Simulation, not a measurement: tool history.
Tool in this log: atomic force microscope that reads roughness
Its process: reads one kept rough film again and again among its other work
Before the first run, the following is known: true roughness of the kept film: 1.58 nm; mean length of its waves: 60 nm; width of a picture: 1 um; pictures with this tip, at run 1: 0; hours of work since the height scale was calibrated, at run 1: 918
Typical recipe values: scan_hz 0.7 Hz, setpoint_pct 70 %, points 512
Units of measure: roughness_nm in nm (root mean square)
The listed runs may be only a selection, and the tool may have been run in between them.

| run | hour | scan_hz | setpoint_pct | points | pictures with this tip | hours of work since the height scale was calibrated | roughness_nm |
|---|---|---|---|---|---|---|---|
| 1 | 0 | 0.7 | 70 | 512 | 0 | 918 | 1.505 |
| 2 | 48 | 0.7 | 70 | 512 | 64 | 938 | 1.481 |
| 3 | 72.2 | 0.7 | 70 | 512 | 96 | 948 | 1.492 |
| 4 | 96.9 | 0.7 | 70 | 512 | 129 | 959 | 1.483 |
| 5 | 150.6 | 0.7 | 70 | 512 | 201 | 982 | 1.457 |
| 6 | 193.4 | 0.7 | 70 | 512 | 258 | 1000 | 1.461 |
| 7 | 235.5 | 1.099 | 70 | 512 | 314 | 1018 | 1.431 |
| 8 | 258.3 | 1.099 | 70 | 512 | 344 | 1028 | 1.434 |
|  | 301.6 | new tip fitted |
| 9 | 301.6 | 1.099 | 70 | 512 | 0 | 1046 | 1.481 |
| 10 | 345.6 | 1.099 | 70 | 512 | 59 | 1065 | 1.47 |
|  | 375.9 | height scale calibrated on a step standard |
| 11 | 397.5 | 1.099 | 70 | 512 | 126 | 9 | 1.483 |
| 12 | 449.5 | 2.055 | 87 | 512 | 196 | 31 | 1.324 |
| 13 | 472.4 | 1.357 | 61 | 512 | 226 | 41 | 1.485 |
| 14 | 506.8 | 2.924 | 76 | 512 | 272 | 56 | 1.344 |
| 15 | 554.6 | 2.924 | 76 | 512 | 336 | 76 | 1.338 |
| 16 | 592.9 | 1.817 | 70 | 512 | 387 | 92 | 1.403 |
|  | 604.8 | new tip fitted |
| 17 | 641.6 | 1.817 | 72 | 512 | 49 | 113 | 1.46 |
| 18 | 681.3 | 2.05 | 70 | 512 | 102 | 130 | 1.453 |
| 19 | 718.2 | 2.05 | 70 | 512 | 151 | 145 | 1.429 |
| 20 | 772.1 | 0.57 | 86 | 257 | 223 | 168 | 1.443 |
| 21 | 808 | 0.7 | 57 | 512 | 271 | 184 | 1.482 |

Forecast each of these 4 alternatives for the next run:
| A | 845.5 | 0.7 | 67 | 512 | 320 | 200 | ? |
| B | 845.5 | 0.641 | 67 | 512 | 320 | 200 | ? |
| C | 845.5 | 2.573 | 70 | 531 | 320 | 200 | ? |
| D | 845.5 | 0.7 | 65 | 869 | 320 | 200 | ? |

| run | roughness_nm |
|---|---|
| A | 1.453 |
| B | 1.471 |
| C | 1.393 |
| D | 1.471 |
What these runs would have given with no unlogged condition in the tool:
| run | roughness_nm |
|---|---|
| A | 1.511 |
| B | 1.53 |
| C | 1.449 |
| D | 1.529 |

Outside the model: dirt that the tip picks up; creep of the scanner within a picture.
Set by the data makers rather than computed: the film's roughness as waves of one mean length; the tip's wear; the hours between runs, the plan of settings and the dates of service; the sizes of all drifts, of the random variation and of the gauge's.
